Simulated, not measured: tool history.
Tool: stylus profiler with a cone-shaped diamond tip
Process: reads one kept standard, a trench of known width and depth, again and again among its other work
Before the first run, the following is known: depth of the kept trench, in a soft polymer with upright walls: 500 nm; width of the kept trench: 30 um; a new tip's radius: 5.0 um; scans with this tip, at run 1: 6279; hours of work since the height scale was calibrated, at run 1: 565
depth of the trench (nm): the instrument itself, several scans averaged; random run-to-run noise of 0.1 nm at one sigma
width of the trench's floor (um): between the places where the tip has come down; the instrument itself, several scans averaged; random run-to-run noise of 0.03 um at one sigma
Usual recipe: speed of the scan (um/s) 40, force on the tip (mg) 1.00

run	hour	speed of the scan (um/s)	force on the tip (mg)	scans with this tip	hours of work since the height scale was calibrated	depth of the trench (nm)	width of the trench's floor (um)
1	0.0	40	1.00	6279	565	501.53	25.40
2	31.0	40	1.00	6508	586	501.41	25.46
3	49.9	40	1.00	6647	598	501.60	25.43
4	71.2	40	1.00	6804	612	501.59	25.44
5	105.2	40	1.00	7054	635	501.82	25.41
6	126.6	40	1.70	7212	649	502.56	25.49
7	146.6	40	1.70	7360	662	502.38	25.44
8	167.4	40	1.70	7513	676	502.27	25.47
9	200.2	40	1.00	7755	698	501.61	25.43
10	216.2	40	1.13	7873	709	501.68	25.40
11	243.3	145	1.00	8073	727	501.68	24.87
12	265.1	145	1.00	8233	741	501.67	24.90
# hour 278.4: new tip fitted, height scale calibrated
13	295.4	22	1.15	126	11	501.87	25.52
14	326.4	39	2.69	354	32	503.25	25.51
15	342.7	143	0.41	475	43	500.85	24.51
16	367.9	12	0.45	661	59	501.07	25.57
17	400.5	29	1.10	901	81	501.85	25.53
18	434.5	29	2.78	1152	104	503.30	25.56
19	460.5	29	2.78	1343	121	503.35	25.58
20	489.2	25	1.23	1555	140	501.89	25.56
21	515.9	148	0.66	1752	158	501.30	24.74
22	537.7	19	1.87	1912	172	502.42	25.65
23	566.7	40	0.69	2126	191	501.37	25.48
24	602.4	30	2.63	2389	215	503.20	25.51

Below are 5 alternative next runs, each starting from the tool's condition after run 24. Predict each:
A	618.7	18	2.04	2510	226	?	?
B	618.7	54	1.26	2510	226	?	?
C	618.7	30	0.41	2510	226	?	?
D	618.7	30	0.64	2510	226	?	?
E	618.7	23	0.76	2510	226	?	?

run	depth of the trench (nm)	width of the trench's floor (um)
A	502.75	25.58
B	501.89	25.38
C	500.91	25.40
D	501.11	25.47
E	501.51	25.51
Stripped of hidden state, with their random variation kept, the same runs would have yielded:
run	depth of the trench (nm)	width of the trench's floor (um)
A	502.76	25.59
B	501.89	25.39
C	500.92	25.41
D	501.11	25.48
E	501.52	25.52

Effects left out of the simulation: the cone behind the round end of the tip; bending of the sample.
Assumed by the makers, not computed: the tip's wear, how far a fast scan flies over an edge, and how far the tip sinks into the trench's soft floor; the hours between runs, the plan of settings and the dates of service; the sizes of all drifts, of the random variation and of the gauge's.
